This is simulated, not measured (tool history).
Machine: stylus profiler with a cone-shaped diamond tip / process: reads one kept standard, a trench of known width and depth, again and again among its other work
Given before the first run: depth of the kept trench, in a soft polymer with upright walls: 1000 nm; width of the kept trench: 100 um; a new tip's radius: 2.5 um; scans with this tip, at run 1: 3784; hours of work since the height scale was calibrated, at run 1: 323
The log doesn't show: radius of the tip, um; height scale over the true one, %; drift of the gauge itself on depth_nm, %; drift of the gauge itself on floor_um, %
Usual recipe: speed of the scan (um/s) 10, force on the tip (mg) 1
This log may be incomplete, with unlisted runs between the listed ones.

run	hour	speed of the scan (um/s)	force on the tip (mg)	scans with this tip	hours of work since the height scale was calibrated	depth of the trench (Å)	width of the trench's floor (nm)
1	0	10	1	3784	323	10074.1	95190
2	94.1	10	1	4537	387	10078.7	95080
3	176.6	10	1	5196	443	10086.2	94840
4	279.7	10	1	6021	514	10084.1	94780
5	332.8	3	1	6446	550	10086.4	94740
6	390	10	0.72	6903	589	10075.2	94590
7	496.4	10	0.72	7754	661	10081.4	94460
8	556.6	10	0.72	8236	703	10084.9	94360
9	633.4	10	0.72	8850	755	10086.8	94310
# hour 732.7: height scale calibrated on a step standard
10	736.7	10	0.72	9671	3	10098.2	94210
11	794.3	4	0.72	10132	42	10101.5	94140
12	864.3	4	0.72	10692	90	10101.2	94000
13	913.9	4	0.72	11088	124	10105	93980
14	975.3	10	0.35	11579	165	10086.5	93790
15	1060.1	10	0.35	12257	223	10088.9	93740
# hour 1070.6: height scale calibrated on a step standard, once more
16	1149.9	11	1	12972	54	10062.8	93650
17	1213.4	10	1	13479	97	10057.1	93610
18	1270.4	10	0.42	13935	136	10031.8	93470
19	1359.3	10	1.83	14646	197	10092.1	93400
20	1450.6	10	1.83	15376	259	10096.9	93330
21	1537.5	10	1.83	16071	318	10097.3	93160
22	1629.1	9	1.83	16804	381	10100.6	93100
23	1682.2	9	1.83	17228	417	10102.4	93020
24	1766.3	5	0.48	17901	475	10050.4	92940
25	1861	5	0.48	18658	539	10056.2	92850
26	1947.2	3	0.46	19347	598	10060	92770
27	2016.2	21	0.75	19899	645	10076.7	92650
28	2091	28	1.33	20497	696	10101.3	92550
29	2181.9	7	1.33	21224	758	10107	92560
30	2248.5	3	1.18	21756	803	10099.9	92490
# hour 2268.1: height scale calibrated on a step standard
31	2356.8	2	1.01	22618	60	10067.7	92340
32	2413.5	4	0.47	23072	99	10040.1	92300
# hour 2431.9: new tip fitted, height scale calibrated
33	2516.4	39	1.9	675	58	10091.8	95720
34	2584.9	39	1.9	1223	104	10092.8	95540
35	2633.6	28	1.18	1612	138	10066	95440
36	2740.7	28	1.18	2468	211	10074.2	95290
37	2823.8	28	0.49	3133	267	10049.1	95150
38	2909.5	28	0.49	3819	326	10049.1	94950
39	2972.5	14	1	4322	369	10067.9	94900
40	3044	3	0.89	4894	418	10071.7	94900
41	3140.2	3	0.89	5663	483	10076.4	94800
42	3250.8	12	0.6	6548	559	10064.3	94580
43	3300.5	28	0.56	6945	592	10066.8	94480
44	3389.7	34	0.66	7658	653	10073.8	94320
45	3496.1	19	1.13	8509	726	10095.4	94180

Results per run with the tool's hidden condition removed, run-to-run variation unchanged:
run	depth of the trench (Å)	width of the trench's floor (nm)
1	10058.1	95960
2	10059.4	96010
3	10064.1	95900
4	10058.5	95970
5	10059.1	96000
6	10046.1	95930
7	10048.5	95960
8	10049.9	95950
9	10049	96000
10	10046.9	96020
11	10048.2	96030
12	10045.7	95970
13	10047.9	96020
14	10027.3	95900
15	10026.7	95950
16	10066	95970
17	10058.2	96010
18	10031.2	95930
19	10088.6	95960
20	10090.3	95990
21	10087.9	95930
22	10088	95960
23	10087.9	95950
24	10033.2	95960
25	10036	95960
26	10037	95970
27	10051.6	95930
28	10073.4	95910
29	10076.1	96000
30	10066.6	96010
31	10065.7	95970
32	10036.4	95980
33	10092.9	95920
34	10091.6	95880
35	10063.3	95870
36	10067.8	95910
37	10040	95900
38	10037.2	95830
39	10053.9	95880
40	10055.4	95980
41	10056.7	96020
42	10041.1	95950
43	10042.2	95910
44	10046.1	95880
45	10064.1	95870
